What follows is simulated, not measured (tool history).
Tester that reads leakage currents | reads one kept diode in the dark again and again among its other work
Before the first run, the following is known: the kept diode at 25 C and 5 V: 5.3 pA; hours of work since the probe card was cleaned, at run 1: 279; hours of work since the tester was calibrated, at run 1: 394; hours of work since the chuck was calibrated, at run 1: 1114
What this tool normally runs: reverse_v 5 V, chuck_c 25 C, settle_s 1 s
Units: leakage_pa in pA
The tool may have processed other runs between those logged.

run	hour	reverse_v	chuck_c	settle_s	hours of work since the probe card was cleaned	hours of work since the tester was calibrated	hours of work since the chuck was calibrated	leakage_pa
1	0	5	25	1	279	394	1114	7.14
2	19.8	5	25	1	290	405	1125	7.17
3	49.8	5	25	1.35	307	421	1141	6.87
4	65.5	5	25	1	315	430	1150	7.15
5	95.1	5	25	1	332	446	1166	7.29
6	110.7	5	25	1	340	454	1175	7.34
7	139.2	5	25	1	356	470	1190	7.27
8	164.4	5	40	1	369	484	1204	19.65
# hour 168.4: chuck's temperature calibrated
9	193.8	5	40	1	384	499	14	19.49
10	225.6	5	46	1	402	516	31	29.42
11	241.5	1.1	56	9.69	411	525	40	34.5
12	257.7	1.1	56	9.69	420	534	49	34.49
13	291	1.1	56	9.69	438	552	67	34.01
14	314.6	5	47	4.07	451	565	80	31.11
15	336	3.95	47	2.69	462	577	92	28.44

Predict the results of run 16:
# hour 339.9: chuck's temperature calibrated, once more
16	371.5	3.95	47	2.69	481	595	17	?

leakage_pa: 29.19 pA
The same run, on a tool lacking any hidden state, would have yielded leakage_pa 28.39 pA.
